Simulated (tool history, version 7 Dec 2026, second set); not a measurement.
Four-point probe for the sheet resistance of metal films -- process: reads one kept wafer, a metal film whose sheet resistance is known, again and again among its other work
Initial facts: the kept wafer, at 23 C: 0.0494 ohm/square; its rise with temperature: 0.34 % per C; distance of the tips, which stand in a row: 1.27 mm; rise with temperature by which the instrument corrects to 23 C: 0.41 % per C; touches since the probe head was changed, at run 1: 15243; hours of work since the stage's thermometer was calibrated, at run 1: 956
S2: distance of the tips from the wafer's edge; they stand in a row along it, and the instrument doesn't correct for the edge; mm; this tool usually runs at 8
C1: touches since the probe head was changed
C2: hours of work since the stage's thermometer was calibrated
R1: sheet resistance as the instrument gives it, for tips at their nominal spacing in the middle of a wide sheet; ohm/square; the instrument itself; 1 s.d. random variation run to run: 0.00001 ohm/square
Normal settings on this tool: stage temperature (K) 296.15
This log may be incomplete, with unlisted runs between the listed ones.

Run 1, hour 0: usual settings; C1 15243; C2 956. Result: R1 0.050215 ohm/square.
Run 2, hour 16.1: usual settings; C1 15537; C2 967. Result: R1 0.050197 ohm/square.
Run 3, hour 35.7: usual settings; C1 15896; C2 979. Result: R1 0.050184 ohm/square.
Run 4, hour 63: usual settings; C1 16396; C2 997. Result: R1 0.050206 ohm/square.
Run 5, hour 76.8: usual settings; C1 16650; C2 1006. Result: R1 0.050215 ohm/square.
Run 6, hour 90.6: usual settings but S2 4 mm; C1 16901; C2 1015. Result: R1 0.052094 ohm/square.
Run 7, hour 104.9: usual settings but S2 4 mm; C1 17163; C2 1025. Result: R1 0.052075 ohm/square.
Run 8, hour 127.8: usual settings but S2 4 mm; C1 17583; C2 1040. Result: R1 0.05209 ohm/square.
Run 9, hour 157.7: usual settings but S2 4 mm; C1 18131; C2 1059. Result: R1 0.052098 ohm/square.
Run 10, hour 182.5: usual settings but S2 4 mm; C1 18584; C2 1075. Result: R1 0.0521 ohm/square.
Run 11, hour 199.6: usual settings but stage temperature (K) 308.15; C1 18898; C2 1087. Result: R1 0.049802 ohm/square.
Run 12, hour 221.9: usual settings but stage temperature (K) 293.15; C1 19306; C2 1101. Result: R1 0.050334 ohm/square.
Run 13, hour 240.1: usual settings but stage temperature (K) 305.15; C1 19639; C2 1113. Result: R1 0.049924 ohm/square.
Run 14, hour 265.7: usual settings but stage temperature (K) 301.15; C1 20108; C2 1130. Result: R1 0.050047 ohm/square.
Run 15, hour 281.3: usual settings but stage temperature (K) 293.15, S2 21 mm; C1 20393; C2 1140. Result: R1 0.049784 ohm/square.
Run 16, hour 309.1: usual settings but stage temperature (K) 298.15; C1 20901; C2 1158. Result: R1 0.050182 ohm/square.
Run 17, hour 323.4: usual settings but stage temperature (K) 298.15; C1 21165; C2 1168. Result: R1 0.050166 ohm/square.
Run 18, hour 351.9: usual settings but stage temperature (K) 297.15, S2 61 mm; C1 21686; C2 1186. Result: R1 0.049553 ohm/square.
Run 19, hour 378: usual settings but stage temperature (K) 300.15, S2 64 mm; C1 22165; C2 1203. Result: R1 0.049436 ohm/square.
Run 20, hour 393.8: usual settings but S2 3 mm; C1 22454; C2 1214. Result: R1 0.053915 ohm/square.
Run 21, hour 411.2: usual settings but stage temperature (K) 292.15, S2 61 mm; C1 22771; C2 1225. Result: R1 0.049752 ohm/square.
Run 22, hour 438.4: usual settings but stage temperature (K) 304.15, S2 5 mm; C1 23270; C2 1243. Result: R1 0.050968 ohm/square.
Run 23, hour 460.8: usual settings but stage temperature (K) 297.15, S2 28 mm; C1 23680; C2 1257. Result: R1 0.049609 ohm/square.
Run 24, hour 482.3: usual settings but stage temperature (K) 297.15, S2 28 mm; C1 24073; C2 1271. Result: R1 0.049612 ohm/square.

What would each run have given without the hidden state, its run-to-run variation left as it was?
Hidden state at play: inner tips' distance over the nominal, %; tips' flats over new ones', %; wafer's true temperature over the reading, C; drift of the gauge itself on sheet_ohm, %.
run        R1
  1  0.050076
  2  0.050056
  3   0.05004
  4  0.050059
  5  0.050065
  6  0.051938
  7  0.051917
  8  0.051928
  9  0.051931
 10   0.05193
 11   0.04964
 12  0.050164
 13  0.049755
 14  0.049873
 15  0.049608
 16  0.050002
 17  0.049983
 18  0.049369
 19  0.049249
 20  0.053709
 21  0.049557
 22  0.050768
 23  0.049409
 24   0.04941
